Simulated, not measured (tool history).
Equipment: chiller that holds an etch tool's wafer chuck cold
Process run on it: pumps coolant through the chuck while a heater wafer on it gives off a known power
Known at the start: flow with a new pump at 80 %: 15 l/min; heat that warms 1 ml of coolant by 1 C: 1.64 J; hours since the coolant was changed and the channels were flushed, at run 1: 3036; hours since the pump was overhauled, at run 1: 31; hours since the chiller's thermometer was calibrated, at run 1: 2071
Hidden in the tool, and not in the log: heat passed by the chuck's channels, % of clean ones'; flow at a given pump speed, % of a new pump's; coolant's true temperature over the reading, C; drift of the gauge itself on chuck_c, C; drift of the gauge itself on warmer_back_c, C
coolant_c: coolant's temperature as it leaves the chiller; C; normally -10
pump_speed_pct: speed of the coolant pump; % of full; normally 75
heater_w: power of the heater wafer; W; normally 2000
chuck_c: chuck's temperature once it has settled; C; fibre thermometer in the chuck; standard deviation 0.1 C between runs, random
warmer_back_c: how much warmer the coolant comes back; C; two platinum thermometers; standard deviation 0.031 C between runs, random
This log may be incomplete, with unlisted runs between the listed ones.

run,hour,coolant_c,pump_speed_pct,heater_w,hours since the coolant was changed and the channels were flushed,hours since the pump was overhauled,hours since the chiller's thermometer was calibrated,chuck_c,warmer_back_c
1,0.0,-10,75,2000,3036,31,2071,15.4,5.14
2,68.2,-10,75,2000,3105,99,2139,15.3,5.22
3,124.6,-10,74,2000,3161,155,2196,15.5,5.27
4,172.7,-10,75,1086,3209,203,2244,3.6,2.84
5,245.3,-10,95,2000,3282,276,2316,11.0,4.22
6,288.6,-10,75,1019,3325,319,2360,2.9,2.68
7,337.7,-10,75,1019,3374,368,2409,2.7,2.72
8,406.6,-14,75,2000,3443,437,2478,11.3,5.27
9,466.1,-10,75,2000,3503,497,2537,15.2,5.29
10,524.9,-10,75,2000,3561,556,2596,15.2,5.28
11,588.8,-10,75,2000,3625,619,2660,15.3,5.30
12,626.9,-10,75,2000,3663,658,2698,15.1,5.36
13,692.7,-10,75,2000,3729,723,2764,15.3,5.31
14,751.4,-10,75,2000,3788,782,2823,15.4,5.36
15,815.8,-10,75,2000,3852,846,2887,15.3,5.39
16,871.0,-9,73,1454,3908,902,2942,9.8,4.10
17,913.8,-12,93,1168,3950,944,2985,0.3,2.68
18,948.7,-12,93,1168,3985,979,3020,0.3,2.66
19,1009.1,-16,89,1168,4046,1040,3080,-3.2,2.79
20,1077.6,-16,89,1168,4114,1108,3149,-3.2,2.82
21,1134.2,-16,89,1168,4171,1165,3205,-3.3,2.88
22,1170.3,-16,89,1168,4207,1201,3241,-3.0,2.85
23,1202.5,-16,89,1168,4239,1233,3274,-3.1,2.88
24,1244.8,-19,68,1168,4281,1275,3316,-2.8,3.60
25,1311.4,-1,75,1125,4348,1342,3383,13.4,3.26
26,1359.5,-5,75,2341,4396,1390,3431,24.7,6.40
27,1402.9,-5,75,2341,4439,1434,3474,24.5,6.43
28,1470.5,-19,86,1526,4507,1501,3542,-1.7,3.83
29,1541.1,-7,61,2000,4578,1572,3612,22.9,6.70

Same runs, no hidden state in the tool, same run-to-run variation:
run,warmer_back_c
1,5.14
2,5.20
3,5.24
4,2.80
5,4.16
6,2.61
7,2.64
8,5.18
9,5.18
10,5.16
11,5.16
12,5.21
13,5.15
14,5.18
15,5.20
16,3.90
17,2.47
18,2.44
19,2.55
20,2.57
21,2.62
22,2.57
23,2.59
24,3.31
25,2.95
26,6.08
27,6.10
28,3.48
29,6.34
chuck_c: within 0.1 C of the measured result in every run.
